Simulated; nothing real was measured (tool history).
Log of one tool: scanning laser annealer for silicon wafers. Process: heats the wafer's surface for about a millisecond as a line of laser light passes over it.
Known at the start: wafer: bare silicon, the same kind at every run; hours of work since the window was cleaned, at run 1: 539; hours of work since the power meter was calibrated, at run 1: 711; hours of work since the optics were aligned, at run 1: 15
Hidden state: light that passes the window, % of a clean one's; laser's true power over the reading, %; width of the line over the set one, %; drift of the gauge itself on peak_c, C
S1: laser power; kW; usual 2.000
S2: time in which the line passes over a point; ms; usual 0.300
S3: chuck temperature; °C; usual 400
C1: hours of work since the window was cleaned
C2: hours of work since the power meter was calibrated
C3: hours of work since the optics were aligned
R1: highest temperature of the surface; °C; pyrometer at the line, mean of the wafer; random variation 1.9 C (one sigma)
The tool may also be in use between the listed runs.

run 1 hour=0.0 | S1=2.000 S2=0.300 S3=400 | C1=539 C2=711 C3=15 | R1=1189
run 2 hour=44.0 | S1=1.899 S2=0.300 S3=400 | C1=565 C2=737 C3=41 | R1=1152
run 3 hour=80.6 | S1=1.899 S2=0.300 S3=400 | C1=586 C2=758 C3=62 | R1=1148
run 4 hour=117.5 | S1=2.162 S2=0.300 S3=400 | C1=608 C2=780 C3=84 | R1=1251
run 5 hour=180.2 | S1=2.162 S2=0.300 S3=400 | C1=644 C2=816 C3=120 | R1=1260
run 6 hour=223.8 | S1=2.000 S2=0.300 S3=387 | C1=669 C2=841 C3=145 | R1=1182

The next listed run, before its measurement:
run 7 hour=267.0 | S1=1.960 S2=0.358 S3=382 | C1=694 C2=866 C3=170 | R1=?

Run 7 gave R1 1223 °C.
Without the tool's hidden state the same run would have given R1 1224 °C.
